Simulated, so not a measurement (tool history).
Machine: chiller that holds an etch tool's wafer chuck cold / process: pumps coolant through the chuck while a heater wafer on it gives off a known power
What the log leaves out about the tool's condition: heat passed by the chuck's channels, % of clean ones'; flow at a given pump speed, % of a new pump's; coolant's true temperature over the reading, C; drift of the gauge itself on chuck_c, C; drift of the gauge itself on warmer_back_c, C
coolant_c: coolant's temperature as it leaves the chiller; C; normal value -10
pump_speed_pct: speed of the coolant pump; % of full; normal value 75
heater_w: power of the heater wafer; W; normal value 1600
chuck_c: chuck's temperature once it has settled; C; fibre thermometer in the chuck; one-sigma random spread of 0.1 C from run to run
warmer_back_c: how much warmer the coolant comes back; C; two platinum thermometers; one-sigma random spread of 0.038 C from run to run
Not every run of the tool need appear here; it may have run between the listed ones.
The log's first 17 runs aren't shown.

| run | hour | coolant_c | pump_speed_pct | heater_w | hours since the coolant was changed and the channels were flushed | hours since the pump was overhauled | hours since the chiller's thermometer was calibrated | chuck_c | warmer_back_c |
|---|---|---|---|---|---|---|---|---|---|
| 18 | 703.6 | -14 | 75 | 2308 | 3151 | 3390 | 2806 | 8.5 | 11.07 |
| 19 | 739.2 | -7 | 63 | 1113 | 3186 | 3425 | 2842 | 5.1 | 6.27 |
| 20 | 772.3 | -15 | 82 | 1600 | 3219 | 3458 | 2875 | -0.1 | 6.94 |
| 21 | 812 | -12 | 82 | 1600 | 3259 | 3498 | 2915 | 2.7 | 6.88 |
| 22 | 869.7 | -10 | 75 | 1533 | 3317 | 3556 | 2972 | 5 | 7.21 |
| 23 | 915.1 | -20 | 95 | 1328 | 3362 | 3601 | 3018 | -8.9 | 4.8 |
| 24 | 973.6 | -20 | 95 | 1328 | 3421 | 3660 | 3076 | -8.7 | 4.83 |
|  | 1009.4 | gauge calibrated |
| 25 | 1031.9 | -20 | 95 | 1328 | 3479 | 3718 | 3134 | -8.8 | 5.04 |
| 26 | 1064.2 | -10 | 95 | 1386 | 3511 | 3750 | 3167 | 1.6 | 5.25 |
| 27 | 1115.7 | -10 | 99 | 2172 | 3563 | 3802 | 3218 | 8 | 7.87 |
| 28 | 1176.7 | -10 | 70 | 2172 | 3624 | 3863 | 3279 | 12.3 | 11.38 |
| 29 | 1220.2 | -10 | 70 | 2172 | 3667 | 3906 | 3323 | 12.2 | 11.24 |
| 30 | 1261.6 | -5 | 74 | 1357 | 3709 | 3948 | 3364 | 8.4 | 6.63 |
| 31 | 1309.7 | -2 | 75 | 1600 | 3757 | 3996 | 3412 | 13.4 | 7.66 |
| 32 | 1335.1 | -11 | 75 | 2229 | 3782 | 4021 | 3438 | 10.8 | 10.7 |

Consider 4 possible next runs. They are alternatives, not a sequence: every one starts from the tool as it was left by run 32. What does each give?
| A | 1390.1 | -10 | 85 | 1600 | 3837 | 4076 | 3493 | ? | ? |
| B | 1390.1 | -1 | 75 | 2229 | 3837 | 4076 | 3493 | ? | ? |
| C | 1390.1 | -3 | 78 | 1390 | 3837 | 4076 | 3493 | ? | ? |
| D | 1390.1 | -11 | 72 | 1362 | 3837 | 4076 | 3493 | ? | ? |

| run | chuck_c | warmer_back_c |
|---|---|---|
| A | 4.5 | 6.74 |
| B | 20.9 | 10.79 |
| C | 10.3 | 6.41 |
| D | 2.8 | 6.81 |
What these runs would have given with no unlogged condition in the tool:
| run | chuck_c | warmer_back_c |
|---|---|---|
| A | 4.5 | 6.82 |
| B | 20.8 | 10.88 |
| C | 10.2 | 6.49 |
| D | 2.7 | 6.89 |

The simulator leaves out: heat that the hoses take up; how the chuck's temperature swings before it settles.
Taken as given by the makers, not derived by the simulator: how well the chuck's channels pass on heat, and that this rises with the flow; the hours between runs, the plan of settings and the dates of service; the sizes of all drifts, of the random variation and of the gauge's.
